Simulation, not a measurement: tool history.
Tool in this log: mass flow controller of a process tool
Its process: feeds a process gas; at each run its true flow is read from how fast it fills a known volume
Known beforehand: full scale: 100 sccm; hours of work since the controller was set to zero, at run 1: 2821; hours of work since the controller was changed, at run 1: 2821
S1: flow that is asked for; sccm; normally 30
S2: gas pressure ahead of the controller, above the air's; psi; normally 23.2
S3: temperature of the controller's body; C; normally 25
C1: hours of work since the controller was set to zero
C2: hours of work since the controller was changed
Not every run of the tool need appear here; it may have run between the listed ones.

Run 1, hour 0: usual settings; C1 2821; C2 2821. Result: true flow (%) 97.56.
Run 2, hour 181.4: usual settings; C1 2898; C2 2898. Result: true flow (%) 97.6.
Run 3, hour 333.6: usual settings but S3 34 C; C1 2963; C2 2963. Result: true flow (%) 98.04.
Run 4, hour 546.6: usual settings but S3 34 C; C1 3054; C2 3054. Result: true flow (%) 97.91.
Run 5, hour 655.3: usual settings but S3 34 C; C1 3100; C2 3100. Result: true flow (%) 98.08.
Run 6, hour 851.8: usual settings but S3 34 C; C1 3184; C2 3184. Result: true flow (%) 98.13.
Run 7, hour 967.6: usual settings; C1 3233; C2 3233. Result: true flow (%) 97.62.
Run 8, hour 1214.5: usual settings; C1 3338; C2 3338. Result: true flow (%) 97.73.
Run 9, hour 1449.1: usual settings; C1 3438; C2 3438. Result: true flow (%) 97.78.
Run 10, hour 1550.7: usual settings; C1 3482; C2 3482. Result: true flow (%) 97.85.
Run 11, hour 1708.7: usual settings; C1 3549; C2 3549. Result: true flow (%) 97.78.
Run 12, hour 1872.4: usual settings; C1 3619; C2 3619. Result: true flow (%) 97.92.
Run 13, hour 1977.6: usual settings; C1 3664; C2 3664. Result: true flow (%) 97.82.
Run 14, hour 2149.4: usual settings; C1 3737; C2 3737. Result: true flow (%) 97.78.
Run 15, hour 2345.2: usual settings; C1 3820; C2 3820. Result: true flow (%) 97.88.
Run 16, hour 2481: usual settings; C1 3878; C2 3878. Result: true flow (%) 97.97.
Run 17, hour 2601.4: usual settings but S3 30 C; C1 3929; C2 3929. Result: true flow (%) 98.19.
Run 18, hour 2789.9: usual settings but S3 30 C; C1 4010; C2 4010. Result: true flow (%) 98.28.
Run 19, hour 3033.1: usual settings but S1 11 sccm, S2 38.6 psi, S3 30 C; C1 4113; C2 4113. Result: true flow (%) 98.31.
Run 20, hour 3185.4: usual settings but S1 34 sccm, S2 26.8 psi, S3 35 C; C1 4178; C2 4178. Result: true flow (%) 98.79.
Run 21, hour 3353.3: usual settings but S1 34 sccm, S2 26.8 psi, S3 35 C; C1 4250; C2 4250. Result: true flow (%) 98.91.
Run 22, hour 3585.4: usual settings but S1 49 sccm, S2 31 psi, S3 33 C; C1 4349; C2 4349. Result: true flow (%) 99.58.
Run 23, hour 3693: usual settings but S1 20 sccm; C1 4395; C2 4395. Result: true flow (%) 97.78.
Run 24, hour 3907.4: usual settings but S1 16 sccm, S2 21.2 psi, S3 27 C; C1 4486; C2 4486. Result: true flow (%) 97.71.
Run 25, hour 4133: usual settings but S1 16 sccm, S2 21.2 psi, S3 27 C; C1 4582; C2 4582. Result: true flow (%) 97.87.
Run 26, hour 4343.7: usual settings but S1 12 sccm, S3 21 C; C1 4672; C2 4672. Result: true flow (%) 97.57.
Run 27, hour 4464: usual settings but S1 12 sccm, S2 23.4 psi, S3 36 C; C1 4723; C2 4723. Result: true flow (%) 98.19.
Run 28, hour 4580.4: usual settings but S1 81 sccm, S2 31.6 psi; C1 4773; C2 4773. Result: true flow (%) 100.43.
Run 29, hour 4762.6: usual settings but S1 81 sccm, S2 31.6 psi; C1 4851; C2 4851. Result: true flow (%) 100.37.
Run 30, hour 4949.5: usual settings but S1 81 sccm, S2 31.6 psi; C1 4930; C2 4930. Result: true flow (%) 100.46.
Run 31, hour 5061.1: usual settings but S1 81 sccm, S2 23.5 psi, S3 31 C; C1 4978; C2 4978. Result: true flow (%) 100.5.
Run 32, hour 5200: usual settings but S1 26 sccm, S2 26.7 psi, S3 39 C; C1 5037; C2 5037. Result: true flow (%) 99.16.
Run 33, hour 5337.5: usual settings but S1 55 sccm, S3 28 C; C1 5096; C2 5096. Result: true flow (%) 99.5.
Run 34, hour 5486: usual settings but S1 64 sccm, S2 25.4 psi, S3 21 C; C1 5159; C2 5159. Result: true flow (%) 99.54.
Run 35, hour 5706.6: usual settings but S1 64 sccm, S2 25.4 psi, S3 21 C; C1 5253; C2 5253. Result: true flow (%) 99.57.

Below are 4 alternative next runs, each starting from the tool's condition after run 35. Predict each:
Run A, hour 5862.6: usual settings but S1 11 sccm, S2 25.4 psi, S3 21 C; C1 5320; C2 5320. Result: true flow (%) ?.
Run B, hour 5862.6: usual settings but S3 20 C; C1 5320; C2 5320. Result: true flow (%) ?.
Run C, hour 5862.6: usual settings but S2 30.9 psi; C1 5320; C2 5320. Result: true flow (%) ?.
Run D, hour 5862.6: usual settings but S1 64 sccm, S2 25.4 psi, S3 36 C; C1 5320; C2 5320. Result: true flow (%) ?.

run  true flow (%)
  A          97.98
  B           98.3
  C          98.96
  D         100.38
With the hidden condition removed and each run's random variation left untouched, the same runs would have given:
run  true flow (%)
  A          96.86
  B           97.2
  C          97.85
  D          99.26
